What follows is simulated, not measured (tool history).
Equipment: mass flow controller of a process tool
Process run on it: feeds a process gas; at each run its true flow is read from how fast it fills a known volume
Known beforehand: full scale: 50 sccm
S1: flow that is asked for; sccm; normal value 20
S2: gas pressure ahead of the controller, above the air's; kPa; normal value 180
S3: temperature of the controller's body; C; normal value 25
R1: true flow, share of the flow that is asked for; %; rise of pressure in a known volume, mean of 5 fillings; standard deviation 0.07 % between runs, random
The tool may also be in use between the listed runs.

run	day	S1	S2	S3	R1
1	0.000	20	180	25	98.84
2	3.929	20	180	25	98.79
3	7.662	20	180	25	98.90
4	11.496	20	180	25	98.79
5	14.458	20	180	25	98.76
6	17.204	20	180	25	98.63
7	22.300	20	180	25	98.80
8	25.033	20	180	25	98.79
# day 25.542: controller's zero set anew
9	29.196	20	180	25	98.72
10	31.754	20	180	32	98.23
11	35.588	20	180	32	98.30
12	40.688	20	180	21	98.86
13	45.379	7	180	25	96.58
14	48.633	8	180	25	97.01
# day 51.071: controller's zero set anew, once more
15	51.421	11	180	31	98.67
16	54.100	6	180	34	97.92
17	57.267	21	255	34	98.37
18	61.275	44	162	35	99.87
19	64.912	44	162	35	100.00
20	67.538	18	180	26	99.23
21	72.950	45	259	25	99.77
22	76.450	19	180	22	99.31
23	79.775	19	180	22	99.27
24	84.979	19	239	21	98.91
25	87.812	19	239	21	98.90

3 ways to go on from here, each from the tool as it stands after run 25. What would each give?
A	90.829	16	171	34	?
B	90.829	6	252	37	?
C	90.829	20	228	24	?

run	R1
A	98.56
B	96.69
C	98.82
Without the tool's hidden state the same runs would have given:
run	R1
A	98.47
B	97.43
C	98.63
